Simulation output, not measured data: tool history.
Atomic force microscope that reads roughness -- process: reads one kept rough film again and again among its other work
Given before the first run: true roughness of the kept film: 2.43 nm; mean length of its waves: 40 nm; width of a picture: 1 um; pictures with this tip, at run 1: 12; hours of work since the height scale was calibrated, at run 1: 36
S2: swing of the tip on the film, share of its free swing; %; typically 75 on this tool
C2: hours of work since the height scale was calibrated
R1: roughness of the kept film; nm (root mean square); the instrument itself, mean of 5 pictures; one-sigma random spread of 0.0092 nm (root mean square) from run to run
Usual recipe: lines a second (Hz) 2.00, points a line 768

Run 1, day 0.000: usual settings; pictures with this tip 12; C2 36. Result: R1 2.036 nm (root mean square).
Run 2, day 0.429: usual settings; pictures with this tip 29; C2 41. Result: R1 2.031 nm (root mean square).
Run 3, day 0.825: usual settings; pictures with this tip 44; C2 46. Result: R1 2.005 nm (root mean square).
Run 4, day 1.200: usual settings; pictures with this tip 59; C2 50. Result: R1 1.996 nm (root mean square).
Run 5, day 1.512: usual settings but points a line 457; pictures with this tip 71; C2 54. Result: R1 1.962 nm (root mean square).
Run 6, day 1.925: usual settings but points a line 457; pictures with this tip 87; C2 59. Result: R1 1.930 nm (root mean square).
Run 7, day 2.100: usual settings but lines a second (Hz) 0.65, S2 65 %, points a line 298; pictures with this tip 94; C2 61. Result: R1 2.101 nm (root mean square).
Run 8, day 2.392: usual settings but lines a second (Hz) 0.65, S2 65 %, points a line 298; pictures with this tip 105; C2 65. Result: R1 2.105 nm (root mean square).

For run 9, what comes out?
Run 9, day 2.758: usual settings but lines a second (Hz) 1.28, S2 65 %, points a line 777; pictures with this tip 120; C2 69. Result: R1 ?.

{"run 9": {"R1": 2.025}}
Were there no unlogged condition in the tool, this run, its random variation unchanged, would have produced R1 2.214 nm (root mean square).
